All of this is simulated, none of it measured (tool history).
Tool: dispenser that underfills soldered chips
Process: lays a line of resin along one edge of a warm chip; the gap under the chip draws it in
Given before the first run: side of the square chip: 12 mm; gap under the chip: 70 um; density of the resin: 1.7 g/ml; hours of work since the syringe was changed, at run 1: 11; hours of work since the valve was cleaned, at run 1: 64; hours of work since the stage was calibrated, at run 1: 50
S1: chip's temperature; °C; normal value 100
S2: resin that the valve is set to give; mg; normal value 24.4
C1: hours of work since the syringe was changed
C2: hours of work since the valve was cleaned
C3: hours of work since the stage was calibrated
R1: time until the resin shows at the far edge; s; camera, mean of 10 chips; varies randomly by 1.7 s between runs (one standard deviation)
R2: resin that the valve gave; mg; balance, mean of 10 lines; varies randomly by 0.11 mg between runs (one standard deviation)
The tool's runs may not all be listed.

Run 1, hour 0: usual settings; C1 11; C2 64; C3 50. Result: R1 244.6 s, R2 22.82 mg.
At hour 0.8: new syringe of resin.
Run 2, hour 7.2: usual settings; C1 5; C2 69; C3 56. Result: R1 206.8 s, R2 22.95 mg.
Run 3, hour 11.5: usual settings; C1 8; C2 72; C3 59. Result: R1 230.9 s, R2 22.78 mg.
At hour 16.1: new syringe of resin.
Run 4, hour 16.1: usual settings; C1 0; C2 76; C3 63. Result: R1 176.5 s, R2 22.73 mg.
Run 5, hour 22.9: usual settings; C1 5; C2 81; C3 68. Result: R1 205.2 s, R2 22.72 mg.
At hour 26.5: dispensing valve cleaned and set on the balance.
Run 6, hour 28.8: usual settings; C1 9; C2 2; C3 72. Result: R1 231.9 s, R2 24.06 mg.
At hour 32.4: new syringe of resin.
Run 7, hour 35.6: usual settings; C1 2; C2 7; C3 77. Result: R1 189.1 s, R2 24.29 mg.
Run 8, hour 44.3: usual settings; C1 9; C2 14; C3 83. Result: R1 235.2 s, R2 24.15 mg.
At hour 47.8: new syringe of resin.
Run 9, hour 50.7: usual settings; C1 2; C2 18; C3 88. Result: R1 188.7 s, R2 23.88 mg.
Run 10, hour 56.8: usual settings; C1 7; C2 23; C3 93. Result: R1 213.7 s, R2 23.65 mg.
At hour 63.3: new syringe of resin.
Run 11, hour 63.4: usual settings; C1 0; C2 28; C3 98. Result: R1 174.1 s, R2 23.76 mg.
Run 12, hour 68.4: usual settings; C1 4; C2 32; C3 102. Result: R1 197.1 s, R2 23.48 mg.
Run 13, hour 77.4: usual settings; C1 11; C2 39; C3 109. Result: R1 246.6 s, R2 23.52 mg.
At hour 78.7: new syringe of resin.
Run 14, hour 84.5: usual settings; C1 4; C2 44; C3 114. Result: R1 206.8 s, R2 23.11 mg.
Run 15, hour 92.9: usual settings; C1 11; C2 51; C3 120. Result: R1 255.3 s, R2 23.33 mg.
At hour 94.2: new syringe of resin.
Run 16, hour 100.4: usual settings; C1 5; C2 56; C3 126. Result: R1 202.9 s, R2 23.1 mg.
Run 17, hour 107.2: usual settings; C1 10; C2 61; C3 131. Result: R1 241.5 s, R2 22.8 mg.
At hour 109.4: new syringe of resin.
Run 18, hour 114.2: usual settings but S1 110 °C; C1 4; C2 67; C3 136. Result: R1 139.7 s, R2 22.76 mg.
Run 19, hour 122.2: usual settings but S2 28.4 mg; C1 10; C2 73; C3 143. Result: R1 235.1 s, R2 26.29 mg.
At hour 124.8: new syringe of resin.
Run 20, hour 129.7: usual settings but S1 98 °C, S2 27.1 mg; C1 4; C2 78; C3 148. Result: R1 212.3 s, R2 24.78 mg.
At hour 136.3: dispensing valve cleaned and set on the balance.
Run 21, hour 137.8: usual settings but S1 103 °C, S2 21.4 mg; C1 9; C2 1; C3 154. Result: R1 218.5 s, R2 21.51 mg.
At hour 141.3: new syringe of resin.
Run 22, hour 142.1: usual settings but S1 109 °C, S2 27.5 mg; C1 1; C2 4; C3 157. Result: R1 125.7 s, R2 27.3 mg.
Run 23, hour 150: usual settings but S1 109 °C, S2 27.2 mg; C1 7; C2 10; C3 163. Result: R1 151 s, R2 26.97 mg.
At hour 156.8: new syringe of resin.
Run 24, hour 156.9: usual settings but S1 106 °C, S2 23.7 mg; C1 0; C2 16; C3 168. Result: R1 142.6 s, R2 23.47 mg.
Run 25, hour 164: usual settings but S1 89 °C, S2 24.6 mg; C1 6; C2 21; C3 174. Result: R1 333.2 s, R2 24.12 mg.
Run 26, hour 170.8: usual settings but S1 89 °C, S2 24.6 mg; C1 11; C2 26; C3 179. Result: R1 395.1 s, R2 23.85 mg.
At hour 172.4: new syringe of resin.
Run 27, hour 175.8: usual settings but S1 107 °C, S2 24.5 mg; C1 3; C2 30; C3 183. Result: R1 148.9 s, R2 23.74 mg.
Run 28, hour 180.1: usual settings but S1 92 °C, S2 26.1 mg; C1 6; C2 33; C3 186. Result: R1 300.4 s, R2 25.14 mg.
At hour 187.9: new syringe of resin.
Run 29, hour 189.3: usual settings but S1 87 °C, S2 21.7 mg; C1 1; C2 40; C3 193. Result: R1 339.8 s, R2 20.77 mg.
Run 30, hour 198.2: usual settings but S2 29.6 mg; C1 8; C2 47; C3 200. Result: R1 226.8 s, R2 28.22 mg.
At hour 203.7: new syringe of resin.
Run 31, hour 207.2: usual settings but S1 106 °C; C1 3; C2 54; C3 207. Result: R1 156.9 s, R2 23.16 mg.
Run 32, hour 212.8: usual settings but S1 86 °C, S2 22.6 mg; C1 7; C2 58; C3 211. Result: R1 414.4 s, R2 21.29 mg.
Run 33, hour 217.9: usual settings but S1 115 °C; C1 11; C2 62; C3 215. Result: R1 142.5 s, R2 23 mg.
At hour 218.9: new syringe of resin.
Run 34, hour 226.6: usual settings but S1 95 °C, S2 31.2 mg; C1 6; C2 69; C3 221. Result: R1 255.3 s, R2 29.03 mg.
Run 35, hour 232.1: usual settings but S1 93 °C, S2 31.2 mg; C1 10; C2 73; C3 226. Result: R1 318.4 s, R2 28.95 mg.

Consider 3 possible next runs. They are alternatives, not a sequence: every one starts from the tool as it was left by run 35. What does each give?
At hour 234.7: new syringe of resin.
Run A, hour 240.7: usual settings but S2 25.3 mg; C1 5; C2 79; C3 232. Result: R1 ?, R2 ?.
At hour 234.7: new syringe of resin.
Run B, hour 240.7: usual settings but S1 93 °C, S2 31.2 mg; C1 5; C2 79; C3 232. Result: R1 ?, R2 ?.
At hour 234.7: new syringe of resin.
Run C, hour 240.7: usual settings but S1 98 °C, S2 23.8 mg; C1 5; C2 79; C3 232. Result: R1 ?, R2 ?.

run     R1     R2
  A  214.5  23.32
  B  270.3  28.81
  C  230.1  21.93
What these runs would have given with no unlogged condition in the tool:
run     R1     R2
  A  168.5  25.26
  B  214.1  31.22
  C    180  23.76
